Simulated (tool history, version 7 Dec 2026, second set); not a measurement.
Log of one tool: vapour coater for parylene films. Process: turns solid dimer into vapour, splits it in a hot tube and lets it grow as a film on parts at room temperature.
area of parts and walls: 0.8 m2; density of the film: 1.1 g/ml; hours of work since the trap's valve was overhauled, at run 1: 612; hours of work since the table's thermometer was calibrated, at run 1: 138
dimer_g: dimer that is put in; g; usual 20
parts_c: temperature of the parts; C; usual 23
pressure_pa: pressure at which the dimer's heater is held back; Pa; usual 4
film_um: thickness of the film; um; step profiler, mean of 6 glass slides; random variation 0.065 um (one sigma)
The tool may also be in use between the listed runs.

| run | hour | dimer_g | parts_c | pressure_pa | hours of work since the trap's valve was overhauled | hours of work since the table's thermometer was calibrated | film_um |
|---|---|---|---|---|---|---|---|
| 1 | 0 | 20 | 23 | 4 | 612 | 138 | 9.98 |
| 2 | 39 | 20 | 23 | 4 | 634 | 160 | 9.88 |
| 3 | 105.3 | 20 | 16 | 4 | 672 | 198 | 13.47 |
|  | 152.4 | trap's valve overhauled |
| 4 | 186.7 | 20 | 16 | 4 | 20 | 242 | 14.68 |
| 5 | 256.6 | 20 | 16 | 4 | 59 | 282 | 14.62 |
| 6 | 305.5 | 20 | 16 | 4 | 87 | 310 | 14.48 |
| 7 | 390.5 | 20 | 16 | 4 | 136 | 358 | 14.43 |
| 8 | 457 | 20 | 16 | 4 | 174 | 396 | 14.36 |
| 9 | 500 | 20 | 23 | 4 | 198 | 420 | 10.46 |
| 10 | 569.8 | 20 | 23 | 4 | 238 | 460 | 10.31 |
| 11 | 653.5 | 20 | 23 | 2.65 | 285 | 508 | 11.13 |
| 12 | 701.5 | 20 | 16 | 4 | 313 | 535 | 13.96 |
| 13 | 773.2 | 20 | 31 | 4 | 354 | 576 | 7.09 |
| 14 | 816 | 20 | 23 | 4 | 378 | 600 | 10.03 |
| 15 | 888.5 | 20 | 23 | 4 | 419 | 642 | 10 |
| 16 | 927.6 | 20 | 23 | 6.19 | 442 | 664 | 9.19 |
| 17 | 985.7 | 20 | 23 | 6.19 | 475 | 697 | 8.99 |
| 18 | 1052.8 | 20 | 23 | 6.19 | 513 | 735 | 9.01 |
| 19 | 1094.6 | 20 | 18 | 5.61 | 537 | 759 | 11.39 |
| 20 | 1143.4 | 19 | 23 | 4.12 | 565 | 787 | 9.23 |
| 21 | 1217 | 14 | 23 | 4.12 | 607 | 829 | 6.75 |
| 22 | 1253.3 | 14 | 23 | 4.12 | 627 | 850 | 6.77 |
| 23 | 1329 | 14 | 23 | 4.12 | 670 | 893 | 6.59 |
|  | 1376.2 | trap's valve overhauled |
| 24 | 1376.2 | 14 | 23 | 4.12 | 0 | 917 | 7.33 |
| 25 | 1412.1 | 14 | 23 | 4.12 | 20 | 938 | 7.39 |
| 26 | 1460.7 | 14 | 23 | 4.12 | 48 | 965 | 7.31 |
| 27 | 1522.4 | 14 | 23 | 4.12 | 83 | 1001 | 7.3 |
| 28 | 1577.1 | 14 | 23 | 4.12 | 114 | 1032 | 7.27 |
| 29 | 1639.8 | 10 | 21 | 8.79 | 150 | 1067 | 4.82 |
| 30 | 1706.7 | 10 | 21 | 8.79 | 188 | 1106 | 4.7 |
| 31 | 1787.4 | 12 | 23 | 4 | 234 | 1151 | 6.15 |
| 32 | 1874.1 | 26 | 29 | 11 | 284 | 1201 | 8.19 |
| 33 | 1943.7 | 19 | 31 | 5.94 | 323 | 1241 | 6.14 |
| 34 | 1998.5 | 19 | 31 | 5.94 | 355 | 1272 | 6.03 |
| 35 | 2056.7 | 31 | 24 | 9.61 | 388 | 1305 | 12.19 |
| 36 | 2132 | 20 | 21 | 9.83 | 431 | 1348 | 9.05 |

5 ways to go on from here, each from the tool as it stands after run 36. What would each give?
| A | 2168.1 | 20 | 19 | 9.83 | 451 | 1368 | ? |
| B | 2168.1 | 31 | 16 | 9.83 | 451 | 1368 | ? |
| C | 2168.1 | 20 | 18 | 9.83 | 451 | 1368 | ? |
| D | 2168.1 | 14 | 20 | 4 | 451 | 1368 | ? |
| E | 2168.1 | 20 | 23 | 4.83 | 451 | 1368 | ? |

| run | film_um |
|---|---|
| A | 9.69 |
| B | 17.39 |
| C | 10.08 |
| D | 7.94 |
| E | 9.51 |
Without the tool's hidden state the same runs would have given:
| run | film_um |
|---|---|
| A | 10.71 |
| B | 19.24 |
| C | 11.15 |
| D | 8.78 |
| E | 10.51 |
